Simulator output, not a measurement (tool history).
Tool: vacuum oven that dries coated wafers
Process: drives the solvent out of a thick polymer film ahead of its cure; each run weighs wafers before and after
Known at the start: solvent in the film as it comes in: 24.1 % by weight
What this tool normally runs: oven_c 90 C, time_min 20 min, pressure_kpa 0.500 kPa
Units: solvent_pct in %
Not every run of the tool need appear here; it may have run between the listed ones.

Run 1, hour 0.0: usual settings. Result: solvent_pct 4.71 %.
Run 2, hour 28.4: usual settings but oven_c 98 C. Result: solvent_pct 2.12 %.
Run 3, hour 65.1: usual settings but oven_c 98 C. Result: solvent_pct 2.21 %.
Run 4, hour 89.4: usual settings but oven_c 98 C, pressure_kpa 1.661 kPa. Result: solvent_pct 2.33 %.
Run 5, hour 125.8: usual settings but oven_c 96 C, pressure_kpa 1.661 kPa. Result: solvent_pct 2.88 %.
Run 6, hour 163.0: usual settings but oven_c 96 C, pressure_kpa 1.661 kPa. Result: solvent_pct 2.96 %.
Run 7, hour 179.6: usual settings but pressure_kpa 1.451 kPa. Result: solvent_pct 4.91 %.
Run 8, hour 221.0: usual settings. Result: solvent_pct 4.72 %.
Run 9, hour 248.4: usual settings. Result: solvent_pct 4.70 %.
Run 10, hour 285.5: usual settings but pressure_kpa 0.289 kPa. Result: solvent_pct 4.64 %.
Run 11, hour 319.1: usual settings but pressure_kpa 0.289 kPa. Result: solvent_pct 4.59 %.
Run 12, hour 341.0: usual settings but pressure_kpa 0.289 kPa. Result: solvent_pct 4.61 %.
Run 13, hour 367.3: usual settings but oven_c 96 C. Result: solvent_pct 2.63 %.
Run 14, hour 387.8: usual settings but oven_c 87 C. Result: solvent_pct 5.90 %.
Run 15, hour 404.9: usual settings but oven_c 103 C. Result: solvent_pct 1.15 %.
Run 16, hour 440.2: usual settings but oven_c 103 C. Result: solvent_pct 1.16 %.
Run 17, hour 464.5: usual settings. Result: solvent_pct 4.60 %.
Run 18, hour 504.9: usual settings. Result: solvent_pct 4.65 %.
Run 19, hour 531.1: usual settings. Result: solvent_pct 4.60 %.
Run 20, hour 559.0: usual settings. Result: solvent_pct 4.67 %.
Run 21, hour 586.7: usual settings but oven_c 101 C. Result: solvent_pct 1.47 %.
Run 22, hour 610.0: usual settings but oven_c 101 C. Result: solvent_pct 1.51 %.
Run 23, hour 646.2: usual settings but time_min 14 min. Result: solvent_pct 7.09 %.
Run 24, hour 680.7: usual settings but oven_c 82 C. Result: solvent_pct 7.92 %.
Run 25, hour 719.0: usual settings but oven_c 86 C, pressure_kpa 1.576 kPa. Result: solvent_pct 6.57 %.
Run 26, hour 740.9: usual settings but oven_c 87 C, pressure_kpa 1.020 kPa. Result: solvent_pct 5.88 %.
Run 27, hour 769.7: usual settings but oven_c 95 C, time_min 21 min, pressure_kpa 0.702 kPa. Result: solvent_pct 2.71 %.
Run 28, hour 789.9: usual settings but oven_c 95 C, time_min 21 min, pressure_kpa 0.702 kPa. Result: solvent_pct 2.72 %.
Run 29, hour 822.6: usual settings but oven_c 95 C, time_min 21 min, pressure_kpa 0.702 kPa. Result: solvent_pct 2.70 %.
Run 30, hour 854.9: usual settings but pressure_kpa 0.711 kPa. Result: solvent_pct 4.69 %.
Run 31, hour 888.9: usual settings but oven_c 75 C, pressure_kpa 0.711 kPa. Result: solvent_pct 10.62 %.
Run 32, hour 907.8: usual settings but pressure_kpa 0.783 kPa. Result: solvent_pct 4.64 %.
Run 33, hour 942.7: usual settings but oven_c 96 C. Result: solvent_pct 2.60 %.
Run 34, hour 964.2: usual settings but oven_c 76 C, time_min 17 min. Result: solvent_pct 11.42 %.
Run 35, hour 986.0: usual settings but oven_c 83 C, time_min 18 min. Result: solvent_pct 8.05 %.
Run 36, hour 1024.8: usual settings but oven_c 99 C, time_min 15 min, pressure_kpa 0.350 kPa. Result: solvent_pct 3.28 %.
Run 37, hour 1060.8: usual settings but oven_c 99 C, time_min 15 min, pressure_kpa 0.350 kPa. Result: solvent_pct 3.27 %.
Run 38, hour 1095.2: usual settings but oven_c 98 C, time_min 16 min. Result: solvent_pct 3.23 %.
Run 39, hour 1117.8: usual settings but oven_c 97 C, time_min 16 min, pressure_kpa 0.889 kPa. Result: solvent_pct 3.72 %.
Run 40, hour 1138.0: usual settings but oven_c 84 C, time_min 34 min, pressure_kpa 1.518 kPa. Result: solvent_pct 3.65 %.
At hour 1171.3: oven's thermocouples calibrated.
Run 41, hour 1176.1: usual settings but oven_c 84 C, time_min 34 min, pressure_kpa 1.518 kPa. Result: solvent_pct 4.40 %.
Run 42, hour 1200.5: usual settings but oven_c 78 C, time_min 11 min, pressure_kpa 1.518 kPa. Result: solvent_pct 14.09 %.
Run 43, hour 1237.5: usual settings but oven_c 99 C. Result: solvent_pct 2.23 %.
Run 44, hour 1272.9: usual settings but oven_c 99 C. Result: solvent_pct 2.25 %.
Run 45, hour 1289.7: usual settings but oven_c 99 C. Result: solvent_pct 2.24 %.
Run 46, hour 1309.2: usual settings but pressure_kpa 0.351 kPa. Result: solvent_pct 5.10 %.
Run 47, hour 1331.6: usual settings but oven_c 91 C, time_min 19 min, pressure_kpa 0.351 kPa. Result: solvent_pct 5.11 %.
Run 48, hour 1369.4: usual settings but time_min 18 min. Result: solvent_pct 5.73 %.

For each run, the measured value with the value that run would have given without the tool's hidden condition subtracted. The run-to-run variation is shared by both, the gauge scatter possibly not:
Unlogged tool condition in this case: true wafer temperature over the reading, C; true pressure over the reading, kPa; drift of the gauge itself on solvent_pct, %.
run  solvent_pct
  1        -0.20
  2        -0.13
  3        -0.14
  4        -0.14
  5        -0.17
  6        -0.18
  7        -0.24
  8        -0.24
  9        -0.24
 10        -0.24
 11        -0.26
 12        -0.25
 13        -0.20
 14        -0.28
 15        -0.10
 16        -0.11
 17        -0.28
 18        -0.28
 19        -0.28
 20        -0.29
 21        -0.14
 22        -0.14
 23        -0.34
 24        -0.35
 25        -0.35
 26        -0.35
 27        -0.24
 28        -0.25
 29        -0.25
 30        -0.33
 31        -0.34
 32        -0.34
 33        -0.26
 34        -0.34
 35        -0.39
 36        -0.31
 37        -0.31
 38        -0.31
 39        -0.33
 40        -0.32
 41        +0.29
 42        +0.22
 43        +0.17
 44        +0.17
 45        +0.17
 46        +0.24
 47        +0.23
 48        +0.23

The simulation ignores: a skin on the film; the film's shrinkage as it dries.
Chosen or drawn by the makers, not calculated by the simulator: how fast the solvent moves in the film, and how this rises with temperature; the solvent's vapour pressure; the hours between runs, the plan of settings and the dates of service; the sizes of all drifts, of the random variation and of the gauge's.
